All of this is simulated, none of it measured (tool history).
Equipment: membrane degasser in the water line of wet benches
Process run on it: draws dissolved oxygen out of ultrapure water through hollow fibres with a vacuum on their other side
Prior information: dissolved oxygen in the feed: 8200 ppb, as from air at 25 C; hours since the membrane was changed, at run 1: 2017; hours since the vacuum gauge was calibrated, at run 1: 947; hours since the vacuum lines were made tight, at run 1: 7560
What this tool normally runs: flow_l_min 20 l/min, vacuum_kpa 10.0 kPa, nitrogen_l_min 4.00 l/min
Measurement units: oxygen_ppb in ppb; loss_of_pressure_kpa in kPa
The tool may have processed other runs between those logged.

run    hour  flow_l_min  vacuum_kpa  nitrogen_l_min  hours since the membrane was changed  hours since the vacuum gauge was calibrated  hours since the vacuum lines were made tight  oxygen_ppb  loss_of_pressure_kpa
  1     0.0          20        10.0            4.00                                  2017                                          947                                          7560       311.3                 52.13
  2    43.1          20        10.0            4.00                                  2061                                          991                                          7603       316.5                 52.18
  3    97.4          20        10.0            6.65                                  2115                                         1045                                          7657       281.4                 52.69
  4   171.8          20        10.0            4.00                                  2189                                         1119                                          7731       312.8                 52.19
  5   257.5          20        10.0            4.00                                  2275                                         1205                                          7817       314.8                 51.73
  6   312.6          22        10.0            4.00                                  2330                                         1260                                          7872       370.9                 57.26
  7   362.4          20        10.0            4.00                                  2380                                         1310                                          7922       312.4                 51.91
  8   432.6          20        10.0            4.00                                  2450                                         1380                                          7992       311.1                 51.76
  9   520.9          20        10.0            5.42                                  2538                                         1468                                          8080       292.2                 51.68
 10   597.8          24        10.0            4.00                                  2615                                         1545                                          8157       413.4                 62.85
 11   667.9          20        10.0            3.84                                  2685                                         1615                                          8227       315.0                 51.83
 12   712.6          20        10.0            4.00                                  2730                                         1660                                          8272       311.9                 52.15
 13   789.2          20        10.0            4.00                                  2807                                         1737                                          8349       308.2                 51.47
 14   873.6          20        10.0            4.00                                  2891                                         1821                                          8433       307.6                 51.93
 15   950.4          20        10.0            4.00                                  2968                                         1898                                          8510       310.6                 51.69
 16  1028.9          20        10.0            4.00                                  3046                                         1976                                          8588       312.5                 51.94
 17  1085.7          19        10.0            4.00                                  3103                                         2033                                          8645       287.6                 49.27
 18  1133.4          15        23.0            3.50                                  3151                                         2081                                          8693       321.5                 38.58
 19  1172.7          23        11.6            6.33                                  3190                                         2120                                          8732       363.8                 59.38
 20  1218.9          23        11.6            6.33                                  3236                                         2166                                          8778       369.8                 59.37
 21  1261.7          15        13.2            3.46                                  3279                                         2209                                          8821       233.4                 38.54
 22  1304.9          15        13.2            3.46                                  3322                                         2252                                          8864       225.8                 38.60
 23  1386.8          19         8.8            4.96                                  3404                                         2334                                          8946       260.4                 49.40
 24  1439.2          31         8.8            5.07                                  3457                                         2387                                          8999       556.7                 79.60
 25  1527.5          14         8.8            4.99                                  3545                                         2475                                          9087       148.2                 36.12
 26  1605.4          25         9.7            4.00                                  3623                                         2553                                          9165       447.3                 64.85
 27  1654.6          16         9.7            4.00                                  3672                                         2602                                          9214       208.9                 41.15
 28  1694.8          13        10.0            1.91                                  3712                                         2642                                          9254       199.8                 33.46
 29  1786.0          23        21.9            4.00                                  3803                                         2733                                          9346       544.4                 59.08
 30  1864.2          23        21.9            4.00                                  3882                                         2812                                          9424       542.7                 59.28
 31  1936.8          22         9.4            8.84                                  3954                                         2884                                          9496       321.1                 55.90
 32  2013.9          22         9.4            8.84                                  4031                                         2961                                          9573       312.8                 56.53
 33  2105.8          22         9.4            8.84                                  4123                                         3053                                          9665       315.0                 56.49

Below are 3 alternative next runs, each starting from the tool's condition after run 33. Predict each:
  A  2149.6          15         6.4            4.00                                  4167                                         3097                                          9709           ?                     ?
  B  2149.6          22        10.6            1.84                                  4167                                         3097                                          9709           ?                     ?
  C  2149.6          22        14.0            5.34                                  4167                                         3097                                          9709           ?                     ?

run  oxygen_ppb  loss_of_pressure_kpa
  A       156.5                 38.74
  B       469.2                 56.43
  C       382.0                 56.12
What these runs would have given with no unlogged condition in the tool:
run  oxygen_ppb  loss_of_pressure_kpa
  A       156.2                 39.58
  B       468.7                 57.65
  C       381.5                 57.33

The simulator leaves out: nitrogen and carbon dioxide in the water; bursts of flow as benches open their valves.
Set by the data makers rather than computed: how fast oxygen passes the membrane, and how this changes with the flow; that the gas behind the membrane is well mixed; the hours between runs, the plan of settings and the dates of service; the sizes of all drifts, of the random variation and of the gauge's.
